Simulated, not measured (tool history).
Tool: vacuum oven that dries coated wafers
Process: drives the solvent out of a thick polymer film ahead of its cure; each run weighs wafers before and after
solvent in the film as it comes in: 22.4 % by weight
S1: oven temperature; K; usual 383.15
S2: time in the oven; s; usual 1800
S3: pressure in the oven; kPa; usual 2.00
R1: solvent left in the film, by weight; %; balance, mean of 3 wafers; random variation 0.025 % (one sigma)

{"run": 1, "day": 0.0, "S1": 383.15, "S2": 1800, "S3": 2.0, "R1": 7.32}
{"run": 2, "day": 0.342, "S1": 392.15, "S2": 1800, "S3": 2.0, "R1": 4.41}
{"run": 3, "day": 0.875, "S1": 392.15, "S2": 1800, "S3": 2.11, "R1": 4.54}
{"run": 4, "day": 1.533, "S1": 383.15, "S2": 1800, "S3": 2.0, "R1": 7.31}
{"run": 5, "day": 1.971, "S1": 383.15, "S2": 1800, "S3": 2.0, "R1": 7.29}
{"run": 6, "day": 2.396, "S1": 383.15, "S2": 1800, "S3": 2.0, "R1": 7.34}
{"run": 7, "day": 2.754, "S1": 383.15, "S2": 1800, "S3": 2.0, "R1": 7.33}
{"run": 8, "day": 3.154, "S1": 383.15, "S2": 1800, "S3": 2.02, "R1": 7.37}
{"run": 9, "day": 3.688, "S1": 383.15, "S2": 1800, "S3": 2.02, "R1": 7.36}
{"run": 10, "day": 4.271, "S1": 383.15, "S2": 1800, "S3": 2.0, "R1": 7.36}
{"run": 11, "day": 4.612, "S1": 383.15, "S2": 1800, "S3": 2.0, "R1": 7.33}
{"run": 12, "day": 5.071, "S1": 383.15, "S2": 1800, "S3": 2.0, "R1": 7.32}
{"run": 13, "day": 5.392, "S1": 383.15, "S2": 1800, "S3": 2.0, "R1": 7.32}
{"run": 14, "day": 5.696, "S1": 383.15, "S2": 1800, "S3": 2.0, "R1": 7.32}
{"run": 15, "day": 6.15, "S1": 383.15, "S2": 1800, "S3": 2.0, "R1": 7.27}
{"run": 16, "day": 6.696, "S1": 383.15, "S2": 1800, "S3": 2.0, "R1": 7.34}
{"run": 17, "day": 7.192, "S1": 383.15, "S2": 1800, "S3": 2.46, "R1": 8.01}
{"run": 18, "day": 7.717, "S1": 383.15, "S2": 1800, "S3": 2.42, "R1": 7.96}
{"run": 19, "day": 8.129, "S1": 383.15, "S2": 1800, "S3": 2.42, "R1": 7.97}
{"run": 20, "day": 8.733, "S1": 383.15, "S2": 1800, "S3": 2.0, "R1": 7.37}
{"run": 21, "day": 9.112, "S1": 383.15, "S2": 1800, "S3": 2.0, "R1": 7.34}
{"run": 22, "day": 9.554, "S1": 378.15, "S2": 1800, "S3": 2.0, "R1": 9.23}
{"run": 23, "day": 9.85, "S1": 378.15, "S2": 1800, "S3": 2.0, "R1": 9.26}
{"run": 24, "day": 10.262, "S1": 383.15, "S2": 1920, "S3": 1.23, "R1": 5.85}
{"run": 25, "day": 10.538, "S1": 383.15, "S2": 1020, "S3": 4.15, "R1": 13.01}
{"run": 26, "day": 11.192, "S1": 383.15, "S2": 1020, "S3": 4.15, "R1": 12.89}
{"run": 27, "day": 11.704, "S1": 378.15, "S2": 960, "S3": 1.56, "R1": 11.98}
{"run": 28, "day": 12.254, "S1": 378.15, "S2": 960, "S3": 1.56, "R1": 12.03}
{"run": 29, "day": 12.779, "S1": 374.15, "S2": 1740, "S3": 2.62, "R1": 12.15}
{"run": 30, "day": 13.158, "S1": 374.15, "S2": 1740, "S3": 1.11, "R1": 9.61}
{"run": 31, "day": 13.546, "S1": 398.15, "S2": 1800, "S3": 2.65, "R1": 3.76}
{"run": 32, "day": 14.167, "S1": 396.15, "S2": 1920, "S3": 2.0, "R1": 3.28}
{"run": 33, "day": 14.65, "S1": 374.15, "S2": 2820, "S3": 2.0, "R1": 8.62}
{"run": 34, "day": 15.3, "S1": 383.15, "S2": 1800, "S3": 1.95, "R1": 7.25}
{"run": 35, "day": 15.621, "S1": 398.15, "S2": 3120, "S3": 1.03, "R1": 1.33}
{"run": 36, "day": 16.133, "S1": 398.15, "S2": 3120, "S3": 2.77, "R1": 3.26}
{"run": 37, "day": 16.442, "S1": 398.15, "S2": 2040, "S3": 1.94, "R1": 2.75}
{"run": 38, "day": 17.083, "S1": 398.15, "S2": 2040, "S3": 1.94, "R1": 2.73}
{"run": 39, "day": 17.696, "S1": 370.15, "S2": 1800, "S3": 3.3, "R1": 14.78}
{"run": 40, "day": 18.196, "S1": 370.15, "S2": 1800, "S3": 4.28, "R1": 16.37}
{"run": 41, "day": 18.654, "S1": 383.15, "S2": 1320, "S3": 2.25, "R1": 9.33}
{"run": 42, "day": 19.325, "S1": 392.15, "S2": 900, "S3": 2.25, "R1": 8.09}
{"run": 43, "day": 19.95, "S1": 392.15, "S2": 2400, "S3": 2.25, "R1": 3.9}
{"run": 44, "day": 20.508, "S1": 369.15, "S2": 2400, "S3": 3.54, "R1": 14.58}
{"run": 45, "day": 20.888, "S1": 373.15, "S2": 960, "S3": 7.73, "R1": 21.18}
{"run": 46, "day": 21.554, "S1": 373.15, "S2": 960, "S3": 7.73, "R1": 21.29}

Some steps in R1 between neighbouring runs. How much of each would the tool show without its hidden state too (settings, what came in, random variation), and how much is left for the hidden state, with any gauge scatter that isn't in both results?
The hidden state here: true wafer temperature over the reading, C; true pressure over the reading, kPa; drift of the gauge itself on solvent_pct, %.
Run 24 -> 25: S2 1920 -> 1020, S3 1.23 -> 4.15. R1 +7.16 %: hidden state -0.06, all else +7.22.
Run 34 -> 35: S1 383.15 -> 398.15, S2 1800 -> 3120, S3 1.95 -> 1.03. R1 -5.92 %: hidden state +0.21, all else -6.13.
Run 38 -> 39: S1 398.15 -> 370.15, S2 2040 -> 1800, S3 1.94 -> 3.30. R1 +12.05 %: hidden state -0.15, all else +12.20.
Run 42 -> 43: S2 900 -> 2400. R1 -4.19 %: hidden state +0.15, all else -4.34.
Run 43 -> 44: S1 392.15 -> 369.15, S3 2.25 -> 3.54. R1 +10.68 %: hidden state -0.13, all else +10.81.
